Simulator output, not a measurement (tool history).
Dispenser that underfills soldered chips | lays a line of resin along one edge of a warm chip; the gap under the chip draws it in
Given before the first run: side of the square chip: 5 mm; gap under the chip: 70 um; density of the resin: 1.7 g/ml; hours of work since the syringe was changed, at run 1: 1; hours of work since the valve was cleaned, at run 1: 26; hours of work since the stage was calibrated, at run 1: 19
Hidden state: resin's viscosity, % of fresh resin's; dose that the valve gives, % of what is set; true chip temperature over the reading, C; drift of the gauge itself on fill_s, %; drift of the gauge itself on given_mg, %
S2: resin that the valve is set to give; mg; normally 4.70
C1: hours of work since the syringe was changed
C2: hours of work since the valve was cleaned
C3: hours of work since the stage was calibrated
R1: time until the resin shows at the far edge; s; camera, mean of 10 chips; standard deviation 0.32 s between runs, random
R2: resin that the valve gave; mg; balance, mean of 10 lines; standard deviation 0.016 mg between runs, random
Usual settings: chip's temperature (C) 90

run 1 hour=0.0 | chip's_temperature_(C)=90 S2=4.70 | C1=1 C2=26 C3=19 | R1=11.1 R2=4.60
-- hour=6.3 new syringe of resin
run 2 hour=9.3 | chip's_temperature_(C)=90 S2=4.70 | C1=2 C2=33 C3=26 | R1=13.2 R2=4.58
-- hour=13.8 new syringe of resin
run 3 hour=18.1 | chip's_temperature_(C)=90 S2=4.70 | C1=3 C2=40 C3=33 | R1=13.6 R2=4.52
-- hour=21.2 new syringe of resin
run 4 hour=23.9 | chip's_temperature_(C)=90 S2=4.01 | C1=2 C2=44 C3=37 | R1=12.5 R2=3.85
-- hour=28.8 new syringe of resin
run 5 hour=33.0 | chip's_temperature_(C)=90 S2=4.01 | C1=3 C2=51 C3=44 | R1=14.5 R2=3.84
-- hour=36.5 new syringe of resin
run 6 hour=42.8 | chip's_temperature_(C)=90 S2=5.01 | C1=5 C2=58 C3=51 | R1=16.7 R2=4.79
-- hour=44.1 new syringe of resin
run 7 hour=47.2 | chip's_temperature_(C)=90 S2=5.01 | C1=2 C2=61 C3=55 | R1=12.7 R2=4.81
-- hour=51.7 new syringe of resin
run 8 hour=55.3 | chip's_temperature_(C)=90 S2=6.02 | C1=3 C2=67 C3=61 | R1=13.3 R2=5.71
-- hour=59.5 new syringe of resin
-- hour=60.5 dispensing valve cleaned and set on the balance
run 9 hour=66.3 | chip's_temperature_(C)=90 S2=6.02 | C1=4 C2=4 C3=68 | R1=15.8 R2=6.01
-- hour=68.2 new syringe of resin
run 10 hour=73.3 | chip's_temperature_(C)=88 S2=5.76 | C1=4 C2=10 C3=73 | R1=16.2 R2=5.75
-- hour=75.6 new syringe of resin
-- hour=83.2 new syringe of resin
run 11 hour=83.7 | chip's_temperature_(C)=76 S2=4.14 | C1=0 C2=17 C3=81 | R1=18.1 R2=4.09

Run 12 has not been measured yet. What should we expect?
run 12 hour=89.9 | chip's_temperature_(C)=85 S2=4.70 | C1=5 C2=22 C3=86 | R1=? R2=?

R1: 19.4 s
R2: 4.66 mg
Minus the tool's unlogged condition, the same run would have read R1 11.9 s, R2 4.72 mg.
